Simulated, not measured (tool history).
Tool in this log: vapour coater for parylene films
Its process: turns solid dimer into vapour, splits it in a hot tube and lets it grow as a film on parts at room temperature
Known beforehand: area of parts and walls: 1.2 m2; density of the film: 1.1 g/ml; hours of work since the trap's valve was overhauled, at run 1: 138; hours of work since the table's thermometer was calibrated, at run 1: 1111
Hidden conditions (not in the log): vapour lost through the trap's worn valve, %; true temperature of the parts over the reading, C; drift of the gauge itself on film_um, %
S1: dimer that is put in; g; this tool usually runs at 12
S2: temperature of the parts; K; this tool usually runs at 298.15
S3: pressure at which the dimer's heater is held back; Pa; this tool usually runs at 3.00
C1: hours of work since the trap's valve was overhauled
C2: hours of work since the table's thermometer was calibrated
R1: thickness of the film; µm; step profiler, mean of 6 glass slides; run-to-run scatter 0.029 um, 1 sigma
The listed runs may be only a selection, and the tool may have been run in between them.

Run 1, hour 0.0: usual settings; C1 138; C2 1111. Result: R1 5.30 µm.
Run 2, hour 59.6: usual settings; C1 177; C2 1149. Result: R1 5.24 µm.
Run 3, hour 116.9: usual settings; C1 214; C2 1186. Result: R1 5.24 µm.
Run 4, hour 172.5: usual settings; C1 250; C2 1222. Result: R1 5.12 µm.
Run 5, hour 215.6: usual settings; C1 278; C2 1250. Result: R1 5.16 µm.
At hour 271.7: table's thermometer calibrated.
Run 6, hour 276.1: usual settings but S1 16 g; C1 316; C2 3. Result: R1 6.66 µm.
At hour 325.6: trap's valve overhauled.
Run 7, hour 340.0: usual settings but S3 5.22 Pa; C1 9; C2 42. Result: R1 4.10 µm.
Run 8, hour 391.5: usual settings but S3 5.22 Pa; C1 43; C2 75. Result: R1 4.11 µm.
Run 9, hour 415.9: usual settings but S3 5.22 Pa; C1 59; C2 91. Result: R1 4.13 µm.
Run 10, hour 451.1: usual settings but S3 5.22 Pa; C1 81; C2 114. Result: R1 4.05 µm.
Run 11, hour 493.1: usual settings but S3 5.22 Pa; C1 109; C2 141. Result: R1 4.05 µm.
At hour 513.5: trap's valve overhauled, once more.
Run 12, hour 522.4: usual settings but S3 5.22 Pa; C1 6; C2 157. Result: R1 4.64 µm.
Run 13, hour 571.6: usual settings but S2 291.15 K; C1 38; C2 189. Result: R1 6.48 µm.
Run 14, hour 609.6: usual settings but S2 291.15 K; C1 62; C2 214. Result: R1 6.51 µm.
Run 15, hour 664.1: usual settings but S2 291.15 K; C1 98; C2 249. Result: R1 6.47 µm.
Run 16, hour 698.3: usual settings but S2 291.15 K; C1 120; C2 271. Result: R1 6.41 µm.
Run 17, hour 735.9: usual settings but S1 9 g, S2 291.15 K; C1 144; C2 295. Result: R1 4.73 µm.
Run 18, hour 760.3: usual settings but S1 9 g, S2 291.15 K; C1 160; C2 311. Result: R1 4.75 µm.
Run 19, hour 795.7: usual settings; C1 183; C2 334. Result: R1 5.14 µm.
Run 20, hour 842.0: usual settings; C1 213; C2 364. Result: R1 5.08 µm.
Run 21, hour 885.7: usual settings; C1 241; C2 393. Result: R1 5.06 µm.
Run 22, hour 934.0: usual settings; C1 272; C2 424. Result: R1 5.02 µm.
Run 23, hour 976.4: usual settings; C1 300; C2 451. Result: R1 4.97 µm.
Run 24, hour 1027.8: usual settings; C1 333; C2 485. Result: R1 4.94 µm.
At hour 1050.1: trap's valve overhauled.
Run 25, hour 1058.8: usual settings; C1 6; C2 502. Result: R1 5.27 µm.

For run 26, what comes out?
Run 26, hour 1097.9: usual settings but S1 8 g, S2 302.15 K; C1 31; C2 527. Result: R1 ?.

{"run 26": {"R1": 3.13}}
Take away the tool's hidden state, keep the run-to-run variation as it was, and the same run would have given R1 3.14 µm.

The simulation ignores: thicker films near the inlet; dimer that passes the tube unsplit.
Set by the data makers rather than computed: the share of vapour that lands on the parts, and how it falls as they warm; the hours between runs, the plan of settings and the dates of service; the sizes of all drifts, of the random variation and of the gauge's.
